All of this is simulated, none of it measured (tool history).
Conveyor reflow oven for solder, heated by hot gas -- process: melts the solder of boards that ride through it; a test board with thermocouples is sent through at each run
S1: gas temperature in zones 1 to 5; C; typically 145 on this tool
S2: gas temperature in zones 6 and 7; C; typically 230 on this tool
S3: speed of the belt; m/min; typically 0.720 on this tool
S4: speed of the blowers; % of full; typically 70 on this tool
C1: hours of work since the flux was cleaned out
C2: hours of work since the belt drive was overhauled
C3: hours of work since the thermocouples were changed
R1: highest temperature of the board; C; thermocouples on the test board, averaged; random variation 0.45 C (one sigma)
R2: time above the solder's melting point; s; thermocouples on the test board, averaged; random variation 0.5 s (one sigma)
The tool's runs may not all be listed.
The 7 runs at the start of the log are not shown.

run	hour	S1	S2	S3	S4	C1	C2	C3	R1	R2
# hour 423.0: thermocouples of zones 6 and 7 changed
8	471.4	153	230	0.720	70	193	814	32	211.9	52.1
# hour 503.9: flux residue cleaned out of gas plates and filters
9	515.2	153	230	0.720	70	8	840	58	213.0	53.3
10	569.3	153	230	0.720	70	44	876	94	213.5	52.1
11	630.7	153	230	0.720	70	85	917	135	213.2	53.3
12	720.0	153	230	0.720	70	144	977	195	213.1	52.3
13	800.0	145	243	0.720	70	198	1030	248	220.7	54.4
# hour 819.3: flux residue cleaned out of gas plates and filters
14	878.7	137	230	0.720	70	40	1079	297	208.9	43.2
15	944.2	137	230	0.720	70	83	1123	341	209.0	43.8
16	1022.2	145	229	0.825	54	135	1175	393	198.7	27.4
17	1079.8	145	230	0.645	70	174	1214	432	212.6	56.6
# hour 1089.3: belt drive overhauled, speed set with a stopwatch
# hour 1139.5: flux residue cleaned out of gas plates and filters
18	1148.4	145	230	0.645	70	6	36	471	215.2	60.0
19	1204.0	150	243	0.587	70	43	73	508	229.6	77.6
20	1274.3	151	230	0.637	56	90	120	555	211.7	59.5
21	1342.0	142	234	0.720	70	135	165	601	213.8	49.3
# hour 1386.0: belt drive overhauled, speed set with a stopwatch, once more
22	1386.0	142	234	0.720	70	162	0	627	210.8	46.2
# hour 1459.7: flux residue cleaned out of gas plates and filters
23	1462.0	144	221	0.720	70	2	47	675	202.6	38.9
24	1505.7	158	242	0.737	50	31	77	704	213.5	51.8
25	1590.7	158	242	0.737	50	87	133	760	214.0	51.1
26	1640.3	158	242	0.737	50	121	166	794	214.3	51.3
27	1685.4	136	224	0.603	61	151	196	824	204.8	47.1

Estimate the outcome of run 28 from the log above:
# hour 1776.8: flux residue cleaned out of gas plates and filters
28	1782.4	136	224	0.603	61	4	258	885	?	?

{"run 28": {"R1": 205.8, "R2": 47.5}}
With no hidden state in the tool, this same run would have given R1 207.7 C, R2 49.2 s.
